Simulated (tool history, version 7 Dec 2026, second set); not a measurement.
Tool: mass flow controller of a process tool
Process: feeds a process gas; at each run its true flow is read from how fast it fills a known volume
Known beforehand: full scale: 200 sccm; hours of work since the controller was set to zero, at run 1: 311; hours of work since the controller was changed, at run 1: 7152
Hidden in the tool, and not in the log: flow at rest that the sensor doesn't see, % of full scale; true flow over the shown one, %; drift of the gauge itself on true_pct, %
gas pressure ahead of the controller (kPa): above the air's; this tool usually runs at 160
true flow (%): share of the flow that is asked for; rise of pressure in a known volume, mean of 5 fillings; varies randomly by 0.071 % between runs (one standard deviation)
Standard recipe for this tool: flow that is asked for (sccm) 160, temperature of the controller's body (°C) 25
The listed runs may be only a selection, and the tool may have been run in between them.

run    hour  flow that is asked for (sccm)  gas pressure ahead of the controller (kPa)  temperature of the controller's body (°C)  hours of work since the controller was set to zero  hours of work since the controller was changed  true flow (%)
  1       0                            160                                         160                                         25                                                 311                                            7152         100.98
  2   262.3                            160                                         160                                         25                                                 515                                            7356         101.05
  3   565.2                            160                                         160                                         25                                                 751                                            7592          100.9
  4   763.8                            160                                         160                                         25                                                 906                                            7747         101.11
  5  1068.5                            160                                         160                                         25                                                1143                                            7984         101.13
  6  1258.8                            102                                         267                                         33                                                1292                                            8133          98.99
  7  1451.1                             77                                         201                                         30                                                1441                                            8282          99.55
     1485.5  -- controller's zero set anew
  8  1622.6                            114                                         179                                         33                                                 107                                            8416         100.01
  9  1895.9                            114                                         179                                         33                                                 320                                            8629          99.96
 10  2071.2                            114                                         179                                         33                                                 456                                            8765         100.01

How would selected steps in true flow (%) from run to run divide? Give the signed amount a tool lacking its hidden state would still show from settings, what came in and random variation, and the signed amount left for the hidden state, including any gauge scatter that is not in both of the compared results.
Run 5 -> 6: flow that is asked for (sccm) 160 -> 102, gas pressure ahead of the controller (kPa) 160 -> 267, temperature of the controller's body (°C) 25 -> 33. true flow (%) -2.14: hidden state +0.1, all else -2.24.
Run 6 -> 7: flow that is asked for (sccm) 102 -> 77, gas pressure ahead of the controller (kPa) 267 -> 201, temperature of the controller's body (°C) 33 -> 30. true flow (%) +0.56: hidden state +0.12, all else +0.44.
